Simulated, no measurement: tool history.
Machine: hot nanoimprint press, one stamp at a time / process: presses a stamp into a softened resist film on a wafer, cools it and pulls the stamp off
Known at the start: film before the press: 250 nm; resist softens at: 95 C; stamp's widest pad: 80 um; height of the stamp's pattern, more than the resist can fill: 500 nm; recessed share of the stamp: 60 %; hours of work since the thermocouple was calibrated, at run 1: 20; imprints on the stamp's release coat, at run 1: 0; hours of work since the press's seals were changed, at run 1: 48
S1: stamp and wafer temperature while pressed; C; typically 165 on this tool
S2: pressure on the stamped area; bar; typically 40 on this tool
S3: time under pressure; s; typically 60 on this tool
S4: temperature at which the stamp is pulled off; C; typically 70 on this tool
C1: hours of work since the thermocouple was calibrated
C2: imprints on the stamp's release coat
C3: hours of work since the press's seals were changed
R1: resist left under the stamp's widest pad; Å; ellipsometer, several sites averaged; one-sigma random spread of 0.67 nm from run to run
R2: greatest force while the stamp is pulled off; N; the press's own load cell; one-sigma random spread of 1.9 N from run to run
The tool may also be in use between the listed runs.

run    hour   S1    S2   S3  S4   C1   C2   C3    R1   R2
  1       0  165    40   60  70   20    0   48  1303  224
  2    39.5  165    40   60  70   44  189   72  1296  227
  3    86.7  176    40   60  70   72  415  101   798  235
  4   129.4  176    40   60  70   98  620  127   801  233
  5   162.8  176  54.4   60  70  118  780  147   678  240
      200.5  -- stamp cleaned and given a new release coat
  6   202.8  165    40   60  70  139   11  167  1309  228
  7   260.4  165    40   60  70  173  286  202  1331  232
  8   306.9  165    40   60  70  202  509  230  1331  237
  9   335.4  165  26.6   60  70  219  646  248  1594  241
 10   367.5  165  26.6   65  70  238  799  267  1550  239
      400.2  -- stamp cleaned and given a new release coat
 11   428.8  165    40   33  70  272  137  300  1574  231
 12   482.5  165    40   33  70  304  394  333  1600  235
 13   546.3  165    33   60  70  343  700  372  1473  243
      598.9  -- stamp cleaned and given a new release coat
 14   598.9  165    33   60  70  371    0  400  1479  232
 15   641.7  165    33   60  70  397  205  426  1471  238
 16   685.8  165    33   60  70  424  416  452  1488  240
 17   733.1  165  45.3   46  70  452  642  481  1402  241
      763.8  -- plate thermocouple calibrated
        802  -- stamp cleaned and given a new release coat
 18   804.9  165  45.3   46  70   21   14  519  1319  224
 19   857.4  157  45.3   46  70   53  266  551  1809  221
 20   899.2  157  45.3   73  70   78  466  576  1619  232
 21   945.1  162  45.3   70  70  106  686  604  1321  232
        999  -- stamp cleaned and given a new release coat
 22    1021  155  35.4   70  70  148  106  646  1919  224
 23  1051.4  175  47.8   70  70  167  251  664   716  228
 24    1110  161  39.6   59  57  202  532  700  1564  320
 25  1149.6  165  42.5   73  70  226  721  724  1192  239
 26  1188.7  165  42.5   73  70  250  909  747  1213  244
     1198.9  -- stamp cleaned and given a new release coat
 27    1257  165  37.3   73  70  287  278  785  1293  230
 28  1291.5  171    40   60  74  308  443  806  1033  208
 29  1341.1  165  24.2   60  70  338  681  836  1653  239
 30    1383  165  30.9  103  70  364  881  861  1286  244
     1398.3  -- stamp cleaned and given a new release coat
 31  1435.8  165  30.9  103  70  392  180  890  1278  235

Predict each of these 3 candidate next runs independently; none follows another, all start after run 31:
  A  1478.4  159    40  60  70  418  384  915   ?   ?
  B  1478.4  170  41.3  60  70  418  384  915   ?   ?
  C  1478.4  165  28.6  41  70  418  384  915   ?   ?

run    R1   R2
  A  1717  237
  B  1072  237
  C  1725  233
The same runs, with their run-to-run variation unchanged, on a tool lacking any hidden condition would have given:
run    R1   R2
  A  1623  222
  B  1000  223
  C  1644  219
